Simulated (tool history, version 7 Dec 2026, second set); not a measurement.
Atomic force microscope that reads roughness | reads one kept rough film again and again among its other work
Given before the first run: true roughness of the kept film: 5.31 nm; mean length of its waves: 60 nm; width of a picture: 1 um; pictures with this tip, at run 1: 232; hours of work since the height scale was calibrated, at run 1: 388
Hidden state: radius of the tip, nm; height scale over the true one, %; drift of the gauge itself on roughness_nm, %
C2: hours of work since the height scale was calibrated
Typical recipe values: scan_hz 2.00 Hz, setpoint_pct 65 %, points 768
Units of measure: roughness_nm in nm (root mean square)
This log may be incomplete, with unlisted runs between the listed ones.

{"run": 1, "day": 0.0, "scan_hz": 2.0, "setpoint_pct": 65, "points": 768, "pictures with this tip": 232, "C2": 388, "roughness_nm": 4.41}
{"day": 1.471, "done": "new tip fitted"}
{"run": 2, "day": 1.8, "scan_hz": 2.0, "setpoint_pct": 65, "points": 768, "pictures with this tip": 9, "C2": 416, "roughness_nm": 4.649}
{"run": 3, "day": 2.996, "scan_hz": 2.0, "setpoint_pct": 65, "points": 768, "pictures with this tip": 43, "C2": 435, "roughness_nm": 4.621}
{"run": 4, "day": 5.125, "scan_hz": 2.0, "setpoint_pct": 65, "points": 768, "pictures with this tip": 103, "C2": 468, "roughness_nm": 4.538}
{"run": 5, "day": 6.596, "scan_hz": 2.0, "setpoint_pct": 65, "points": 768, "pictures with this tip": 145, "C2": 491, "roughness_nm": 4.495}
{"run": 6, "day": 7.912, "scan_hz": 2.0, "setpoint_pct": 65, "points": 768, "pictures with this tip": 182, "C2": 512, "roughness_nm": 4.423}
{"run": 7, "day": 10.071, "scan_hz": 2.0, "setpoint_pct": 65, "points": 768, "pictures with this tip": 243, "C2": 546, "roughness_nm": 4.385}
{"day": 11.017, "done": "new tip fitted"}
{"run": 8, "day": 12.375, "scan_hz": 2.0, "setpoint_pct": 65, "points": 768, "pictures with this tip": 38, "C2": 582, "roughness_nm": 4.59}
{"run": 9, "day": 14.171, "scan_hz": 2.0, "setpoint_pct": 85, "points": 768, "pictures with this tip": 88, "C2": 610, "roughness_nm": 4.036}
{"run": 10, "day": 16.288, "scan_hz": 2.0, "setpoint_pct": 85, "points": 768, "pictures with this tip": 148, "C2": 643, "roughness_nm": 3.982}
{"run": 11, "day": 17.446, "scan_hz": 2.0, "setpoint_pct": 85, "points": 768, "pictures with this tip": 181, "C2": 661, "roughness_nm": 3.903}
{"run": 12, "day": 19.7, "scan_hz": 2.0, "setpoint_pct": 56, "points": 768, "pictures with this tip": 244, "C2": 696, "roughness_nm": 4.529}
{"day": 20.646, "done": "new tip fitted"}
{"run": 13, "day": 22.062, "scan_hz": 0.54, "setpoint_pct": 65, "points": 549, "pictures with this tip": 40, "C2": 733, "roughness_nm": 4.886}
{"run": 14, "day": 24.179, "scan_hz": 0.57, "setpoint_pct": 65, "points": 1020, "pictures with this tip": 100, "C2": 766, "roughness_nm": 4.82}
{"run": 15, "day": 25.996, "scan_hz": 2.0, "setpoint_pct": 68, "points": 399, "pictures with this tip": 151, "C2": 795, "roughness_nm": 4.445}
{"run": 16, "day": 27.058, "scan_hz": 2.0, "setpoint_pct": 68, "points": 399, "pictures with this tip": 181, "C2": 812, "roughness_nm": 4.39}
{"run": 17, "day": 28.642, "scan_hz": 2.0, "setpoint_pct": 68, "points": 399, "pictures with this tip": 226, "C2": 837, "roughness_nm": 4.379}
{"day": 30.2, "done": "new tip fitted"}
{"run": 18, "day": 30.571, "scan_hz": 1.02, "setpoint_pct": 77, "points": 529, "pictures with this tip": 10, "C2": 866, "roughness_nm": 4.684}
{"run": 19, "day": 32.529, "scan_hz": 1.5, "setpoint_pct": 90, "points": 429, "pictures with this tip": 66, "C2": 897, "roughness_nm": 4.142}
{"run": 20, "day": 33.567, "scan_hz": 1.5, "setpoint_pct": 90, "points": 429, "pictures with this tip": 95, "C2": 913, "roughness_nm": 4.083}
{"run": 21, "day": 34.746, "scan_hz": 1.5, "setpoint_pct": 65, "points": 889, "pictures with this tip": 128, "C2": 932, "roughness_nm": 4.619}

Branching from run 21: 3 alternative next runs. What would each branch give?
{"run": "A", "day": 36.925, "scan_hz": 2.63, "setpoint_pct": 58, "points": 267, "pictures with this tip": 189, "C2": 966, "roughness_nm": "?"}
{"run": "B", "day": 36.925, "scan_hz": 1.5, "setpoint_pct": 65, "points": 300, "pictures with this tip": 189, "C2": 966, "roughness_nm": "?"}
{"run": "C", "day": 36.925, "scan_hz": 2.86, "setpoint_pct": 88, "points": 474, "pictures with this tip": 189, "C2": 966, "roughness_nm": "?"}

run=A roughness_nm=4.528
run=B roughness_nm=4.555
run=C roughness_nm=3.543
Without the tool's hidden state the same runs would have given:
run=A roughness_nm=4.725
run=B roughness_nm=4.753
run=C roughness_nm=3.698

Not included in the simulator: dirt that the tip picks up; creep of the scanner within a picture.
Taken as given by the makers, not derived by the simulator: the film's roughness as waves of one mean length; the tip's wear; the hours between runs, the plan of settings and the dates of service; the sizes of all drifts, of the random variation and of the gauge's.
